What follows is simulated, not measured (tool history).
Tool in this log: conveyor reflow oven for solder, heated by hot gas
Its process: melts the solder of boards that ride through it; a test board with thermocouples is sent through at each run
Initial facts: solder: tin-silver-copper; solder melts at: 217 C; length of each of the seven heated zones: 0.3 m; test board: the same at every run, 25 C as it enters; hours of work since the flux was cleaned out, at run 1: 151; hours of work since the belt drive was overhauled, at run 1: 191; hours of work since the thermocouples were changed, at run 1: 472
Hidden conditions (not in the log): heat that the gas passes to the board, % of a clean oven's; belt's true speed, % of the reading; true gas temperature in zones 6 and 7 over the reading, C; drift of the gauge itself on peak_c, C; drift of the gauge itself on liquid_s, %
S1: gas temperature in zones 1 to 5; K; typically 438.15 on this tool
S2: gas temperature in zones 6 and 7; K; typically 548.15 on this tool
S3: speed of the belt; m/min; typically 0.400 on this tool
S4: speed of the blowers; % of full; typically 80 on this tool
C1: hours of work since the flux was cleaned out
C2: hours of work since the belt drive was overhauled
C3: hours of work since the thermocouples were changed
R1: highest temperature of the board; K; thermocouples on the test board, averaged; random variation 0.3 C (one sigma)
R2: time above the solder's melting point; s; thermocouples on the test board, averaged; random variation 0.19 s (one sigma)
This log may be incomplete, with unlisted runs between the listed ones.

run 1 hour=0.0 | S1=438.15 S2=548.15 S3=0.400 S4=80 | C1=151 C2=191 C3=472 | R1=537.45 R2=74.3
run 2 hour=7.6 | S1=438.15 S2=548.15 S3=0.400 S4=80 | C1=155 C2=195 C3=476 | R1=536.95 R2=74.4
run 3 hour=16.6 | S1=438.15 S2=548.15 S3=0.400 S4=80 | C1=160 C2=200 C3=481 | R1=536.95 R2=74.3
run 4 hour=22.4 | S1=438.15 S2=557.15 S3=0.400 S4=80 | C1=163 C2=204 C3=484 | R1=545.65 R2=78.8
run 5 hour=27.8 | S1=438.15 S2=557.15 S3=0.400 S4=80 | C1=166 C2=207 C3=487 | R1=545.85 R2=79.0
run 6 hour=34.7 | S1=438.15 S2=548.15 S3=0.413 S4=80 | C1=170 C2=211 C3=491 | R1=536.35 R2=71.4
run 7 hour=39.9 | S1=438.15 S2=548.15 S3=0.413 S4=80 | C1=173 C2=214 C3=494 | R1=536.25 R2=71.4
run 8 hour=44.6 | S1=438.15 S2=548.15 S3=0.413 S4=80 | C1=176 C2=216 C3=497 | R1=536.45 R2=71.0
-- hour=56.0 flux residue cleaned out of gas plates and filters
run 9 hour=57.0 | S1=438.15 S2=548.15 S3=0.400 S4=55 | C1=1 C2=220 C3=501 | R1=534.05 R2=71.6
run 10 hour=61.2 | S1=438.15 S2=548.15 S3=0.428 S4=55 | C1=3 C2=223 C3=503 | R1=531.85 R2=64.9
run 11 hour=66.1 | S1=438.15 S2=548.15 S3=0.400 S4=80 | C1=6 C2=225 C3=506 | R1=537.35 R2=74.2
run 12 hour=70.5 | S1=438.15 S2=548.15 S3=0.400 S4=80 | C1=8 C2=228 C3=509 | R1=536.95 R2=74.3
run 13 hour=76.0 | S1=438.15 S2=548.15 S3=0.400 S4=80 | C1=11 C2=231 C3=512 | R1=536.95 R2=73.8
run 14 hour=80.9 | S1=438.15 S2=548.15 S3=0.400 S4=80 | C1=14 C2=234 C3=514 | R1=537.45 R2=74.3
run 15 hour=87.8 | S1=438.15 S2=548.15 S3=0.400 S4=80 | C1=18 C2=238 C3=518 | R1=536.95 R2=74.3
run 16 hour=94.3 | S1=438.15 S2=558.15 S3=0.400 S4=80 | C1=22 C2=241 C3=522 | R1=547.25 R2=79.2
run 17 hour=100.8 | S1=432.15 S2=543.15 S3=0.435 S4=80 | C1=25 C2=245 C3=526 | R1=529.45 R2=61.2

What does the tool deliver on the next run?
run 18 hour=106.7 | S1=432.15 S2=543.15 S3=0.435 S4=80 | C1=29 C2=248 C3=529 | R1=? R2=?

R1: 529.95 K
R2: 61.3 s
Minus the tool's unlogged condition, the same run would have read R1 529.95 K, R2 61.4 s.
